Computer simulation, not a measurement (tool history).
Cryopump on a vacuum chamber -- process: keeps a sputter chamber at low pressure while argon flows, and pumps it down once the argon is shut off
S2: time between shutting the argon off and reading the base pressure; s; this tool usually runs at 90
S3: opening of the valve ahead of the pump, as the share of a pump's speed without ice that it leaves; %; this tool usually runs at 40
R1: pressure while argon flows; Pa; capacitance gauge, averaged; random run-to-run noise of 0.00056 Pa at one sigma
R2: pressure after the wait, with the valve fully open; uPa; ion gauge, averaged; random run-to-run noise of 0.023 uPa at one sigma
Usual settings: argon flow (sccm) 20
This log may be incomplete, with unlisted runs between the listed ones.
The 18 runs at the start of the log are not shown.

{"run": 19, "hour": 453.2, "argon flow (sccm)": 17, "S2": 73, "S3": 40, "R1": 0.0646, "R2": 2.34}
{"run": 20, "hour": 482.7, "argon flow (sccm)": 10, "S2": 255, "S3": 45, "R1": 0.0336, "R2": 1.89}
{"run": 21, "hour": 497.9, "argon flow (sccm)": 10, "S2": 255, "S3": 45, "R1": 0.0346, "R2": 1.89}
{"run": 22, "hour": 527.0, "argon flow (sccm)": 20, "S2": 176, "S3": 40, "R1": 0.0752, "R2": 1.98}
{"run": 23, "hour": 554.9, "argon flow (sccm)": 20, "S2": 176, "S3": 40, "R1": 0.0758, "R2": 2.07}
{"run": 24, "hour": 580.4, "argon flow (sccm)": 17, "S2": 176, "S3": 21, "R1": 0.1144, "R2": 2.08}
{"run": 25, "hour": 599.5, "argon flow (sccm)": 17, "S2": 176, "S3": 21, "R1": 0.1142, "R2": 2.16}
{"run": 26, "hour": 624.3, "argon flow (sccm)": 38, "S2": 90, "S3": 40, "R1": 0.1459, "R2": 2.5}
{"run": 27, "hour": 655.0, "argon flow (sccm)": 14, "S2": 39, "S3": 16, "R1": 0.1219, "R2": 3.11}
{"run": 28, "hour": 682.6, "argon flow (sccm)": 14, "S2": 39, "S3": 16, "R1": 0.1228, "R2": 3.24}
{"run": 29, "hour": 696.3, "argon flow (sccm)": 11, "S2": 28, "S3": 17, "R1": 0.0904, "R2": 3.75}
{"run": 30, "hour": 727.9, "argon flow (sccm)": 11, "S2": 28, "S3": 17, "R1": 0.0906, "R2": 3.77}
{"run": 31, "hour": 752.3, "argon flow (sccm)": 20, "S2": 90, "S3": 56, "R1": 0.059, "R2": 2.62}
{"hour": 783.5, "done": "pump warmed up, emptied and cooled again"}
{"run": 32, "hour": 789.1, "argon flow (sccm)": 20, "S2": 90, "S3": 56, "R1": 0.0474, "R2": 2.0}
{"run": 33, "hour": 813.2, "argon flow (sccm)": 21, "S2": 90, "S3": 40, "R1": 0.0689, "R2": 2.03}
{"run": 34, "hour": 834.2, "argon flow (sccm)": 21, "S2": 90, "S3": 40, "R1": 0.0695, "R2": 2.04}

Each row is a separate what-if for the run after 34, all from the same tool condition, not one after another. Results?
{"run": "A", "hour": 865.7, "argon flow (sccm)": 20, "S2": 104, "S3": 40, "R1": "?", "R2": "?"}
{"run": "B", "hour": 865.7, "argon flow (sccm)": 29, "S2": 90, "S3": 40, "R1": "?", "R2": "?"}
{"run": "C", "hour": 865.7, "argon flow (sccm)": 32, "S2": 292, "S3": 22, "R1": "?", "R2": "?"}

run=A R1=0.0653 R2=1.98
run=B R1=0.0958 R2=2.07
run=C R1=0.1914 R2=1.72
Had the tool no hidden state, the same runs would have come out as:
run=A R1=0.0644 R2=0.65
run=B R1=0.0945 R2=0.73
run=C R1=0.1900 R2=0.40

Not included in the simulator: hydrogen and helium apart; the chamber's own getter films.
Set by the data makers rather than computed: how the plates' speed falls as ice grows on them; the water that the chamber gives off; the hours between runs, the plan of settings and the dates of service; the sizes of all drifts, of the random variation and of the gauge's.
